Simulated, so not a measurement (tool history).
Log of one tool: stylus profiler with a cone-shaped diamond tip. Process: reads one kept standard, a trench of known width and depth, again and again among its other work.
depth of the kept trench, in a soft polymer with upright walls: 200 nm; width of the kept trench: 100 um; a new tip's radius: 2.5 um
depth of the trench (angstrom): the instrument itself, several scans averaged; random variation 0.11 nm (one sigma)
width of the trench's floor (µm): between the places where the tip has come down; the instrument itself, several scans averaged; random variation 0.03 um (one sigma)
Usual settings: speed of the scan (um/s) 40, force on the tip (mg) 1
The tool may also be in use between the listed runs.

run    hour  speed of the scan (um/s)  force on the tip (mg)  depth of the trench (angstrom)  width of the trench's floor (µm)
  1       0                        40                      1                          2018.7                             97.12
  2    63.7                        21                      1                          2020.4                              97.2
  3   132.4                        21                      1                          2019.2                             97.13
  4   209.6                        21                   2.44                          2029.6                             97.19
  5   275.8                        40                      1                            2021                             96.97
  6   320.3                        40                      1                          2021.5                             96.97
  7   395.6                        40                      1                          2019.9                             96.95
  8   458.9                        39                      1                          2021.3                             96.87
  9   499.7                        40                      1                          2022.6                             96.88
 10   591.6                        40                      1                          2021.5                             96.92
      599.1  -- height scale calibrated on a step standard
 11   677.1                       127                   0.93                          2028.8                             96.16
 12     762                       127                   0.93                          2028.1                             96.18
      769.6  -- height scale calibrated on a step standard, once more
 13   846.1                       103                   0.43                          2007.8                             95.84
 14   912.8                        43                   0.43                          2008.4                             96.56
 15   994.6                        24                   0.78                          2010.1                             96.83
 16  1052.7                        15                   0.51                          2009.4                             96.88
 17  1128.2                        15                   0.51                          2008.3                             96.83
     1177.2  -- new tip fitted, height scale calibrated
 18  1208.8                        13                   1.54                          2016.3                             97.93
 19  1275.3                        40                   2.31                          2021.3                             97.79

The same runs without the tool's hidden state, with the same run-to-run variation:
The hidden state here: radius of the tip, um; height scale over the true one, %; drift of the gauge itself on depth_nm, %; drift of the gauge itself on floor_um, %.
run  depth of the trench (angstrom)  width of the trench's floor (µm)
  1                          2012.2                             97.79
  2                          2013.5                             97.89
  3                            2012                             97.84
  4                          2021.9                             97.94
  5                          2012.9                             97.74
  6                          2013.2                             97.75
  7                          2011.1                             97.76
  8                          2012.2                              97.7
  9                          2013.2                             97.73
 10                          2011.6                             97.81
 11                          2013.2                             97.07
 12                            2012                             97.13
 13                            2007                             96.81
 14                          2007.3                             97.55
 15                          2008.5                             97.85
 16                          2007.5                             97.92
 17                            2006                              97.9
 18                          2016.5                             97.99
 19                            2021                             97.87
